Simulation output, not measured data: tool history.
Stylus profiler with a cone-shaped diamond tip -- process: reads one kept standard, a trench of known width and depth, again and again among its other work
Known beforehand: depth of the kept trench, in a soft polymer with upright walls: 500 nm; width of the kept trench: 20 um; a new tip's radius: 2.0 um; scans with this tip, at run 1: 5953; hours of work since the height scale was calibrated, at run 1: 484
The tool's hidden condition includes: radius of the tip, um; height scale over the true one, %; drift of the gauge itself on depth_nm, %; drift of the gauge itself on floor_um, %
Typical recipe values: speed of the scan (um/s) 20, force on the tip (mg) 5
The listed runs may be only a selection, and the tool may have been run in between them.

run    hour  speed of the scan (um/s)  force on the tip (mg)  scans with this tip  hours of work since the height scale was calibrated  depth of the trench (Å)  width of the trench's floor (µm)
  1       0                        20                      5                 5953                                                  484                   5057.3                             16.58
  2    50.3                        20                      5                 6268                                                  510                     5059                             16.52
  3   103.2                        20                      5                 6599                                                  537                   5058.3                             16.47
  4   159.2                        20                      5                 6951                                                  565                   5057.9                             16.41
  5     219                        12                      5                 7325                                                  596                     5055                             16.35
  6   281.4                        20                      5                 7716                                                  628                   5059.7                              16.4
  7   312.1                        20                      5                 7908                                                  643                   5058.5                             16.35
  8   338.2                        20                   3.87                 8072                                                  657                   5045.8                             16.24
  9   384.4                        20                   3.87                 8362                                                  680                   5045.2                             16.26
 10   413.2                        20                   3.87                 8542                                                  695                   5044.1                              16.2
 11   452.2                        20                      5                 8786                                                  715                   5054.4                             16.26
 12   510.5                        20                      5                 9152                                                  744                   5054.8                             16.17
 13   561.4                        20                      5                 9471                                                  770                   5055.3                             16.17
 14   608.9                        20                      5                 9769                                                  795                   5056.6                             16.06
 15   634.3                        20                      5                 9928                                                  807                   5054.3                             16.03
 16     684                        20                      5                10239                                                  833                   5052.3                             16.04
 17   729.8                        20                      5                10526                                                  856                   5054.3                                16
 18   782.5                        51                      5                10856                                                  883                     5054                             15.89
 19   829.4                        51                      5                11151                                                  907                   5054.7                             15.93
 20   862.1                        51                      5                11355                                                  924                   5050.2                             15.89
 21   920.6                        20                   4.29                11722                                                  953                   5048.2                              15.9
 22   959.3                        20                      5                11965                                                  973                   5053.8                             15.89
 23  1004.7                        20                      5                12249                                                  996                   5053.7                             15.84
       1011  -- height scale calibrated on a step standard
 24  1038.7                        20                      5                12459                                                   14                   5046.7                              15.8
     1072.6  -- new tip fitted, height scale calibrated
 25  1085.3                        47                   1.93                   79                                                    6                   5034.8                             17.16
 26  1138.6                        47                   1.93                  413                                                   34                   5034.5                             17.07
 27    1167                        16                   7.51                  591                                                   48                   5088.1                             17.21
 28  1209.8                         7                   7.29                  860                                                   70                   5086.5                             17.17
 29  1242.8                        66                   2.13                 1067                                                   87                   5039.7                                17
     1292.8  -- height scale calibrated on a step standard, once more
 30  1297.7                        47                      5                 1408                                                    3                   5069.2                             17.01
 31  1330.4                        77                  13.74                 1612                                                   19                   5131.2                             17.01
 32  1375.3                        58                   8.99                 1894                                                   42                     5098                                17
 33  1401.6                        58                   8.99                 2059                                                   55                   5098.7                             16.96
 34  1431.7                        58                   8.99                 2247                                                   71                   5097.5                             16.92
 35  1479.8                         8                   3.24                 2548                                                   95                   5048.8                             16.93
 36  1520.1                        18                    2.6                 2801                                                  116                     5042                             16.88
 37  1550.2                        27                    3.7                 2990                                                  131                   5052.9                             16.78
 38  1582.5                        27                    3.7                 3192                                                  148                   5053.4                             16.79
 39  1633.3                        27                    3.7                 3511                                                  174                   5054.3                             16.76
 40  1664.6                        20                    4.2                 3706                                                  189                   5060.8                             16.82
 41    1727                        18                    3.8                 4098                                                  221                   5052.5                             16.67
 42  1775.7                        18                    3.8                 4403                                                  246                   5052.5                             16.65
 43  1808.3                        13                   8.73                 4607                                                  263                   5094.4                             16.67
 44  1851.8                        36                   2.79                 4880                                                  285                   5041.2                             16.53
 45  1887.1                        36                   2.79                 5101                                                  303                   5041.9                             16.55
 46  1922.2                        20                   6.61                 5321                                                  321                   5073.9                             16.56
 47  1953.9                        20                   6.61                 5520                                                  337                   5078.4                             16.52

Below, each run's measurement less what the same run would have read without the hidden state. Both values contain the same run-to-run variation, but the gauge's scatter may not be the same in both:
run  depth of the trench (Å)  width of the trench's floor (µm)
  1                     -7.6                             -0.76
  2                     -7.9                              -0.8
  3                     -8.3                             -0.84
  4                     -8.7                             -0.88
  5                     -9.1                             -0.93
  6                     -9.5                             -0.98
  7                     -9.7                                -1
  8                     -9.9                             -1.02
  9                    -10.1                             -1.06
 10                    -10.3                             -1.07
 11                    -10.7                              -1.1
 12                    -11.1                             -1.15
 13                    -11.3                             -1.18
 14                    -11.7                             -1.22
 15                    -11.8                             -1.23
 16                    -12.1                             -1.26
 17                    -12.4                              -1.3
 18                    -12.7                             -1.33
 19                    -13.1                             -1.36
 20                    -13.3                             -1.38
 21                    -13.6                             -1.42
 22                    -13.9                             -1.45
 23                    -14.1                             -1.47
 24                    -20.1                              -1.5
 25                     +0.7                             -0.03
 26                     +0.4                             -0.08
 27                     +0.2                              -0.1
 28                       +0                             -0.15
 29                     -0.3                             -0.18
 30                     +0.9                             -0.23
 31                     +0.6                             -0.26
 32                     +0.3                             -0.29
 33                     +0.2                             -0.33
 34                       +0                             -0.35
 35                     -0.3                             -0.39
 36                     -0.6                             -0.43
 37                     -0.8                             -0.46
 38                       -1                             -0.49
 39                     -1.3                             -0.53
 40                     -1.6                             -0.55
 41                       -2                              -0.6
 42                     -2.3                             -0.64
 43                     -2.5                             -0.66
 44                     -2.8                              -0.7
 45                       -3                             -0.73
 46                     -3.3                             -0.75
 47                     -3.5                             -0.78
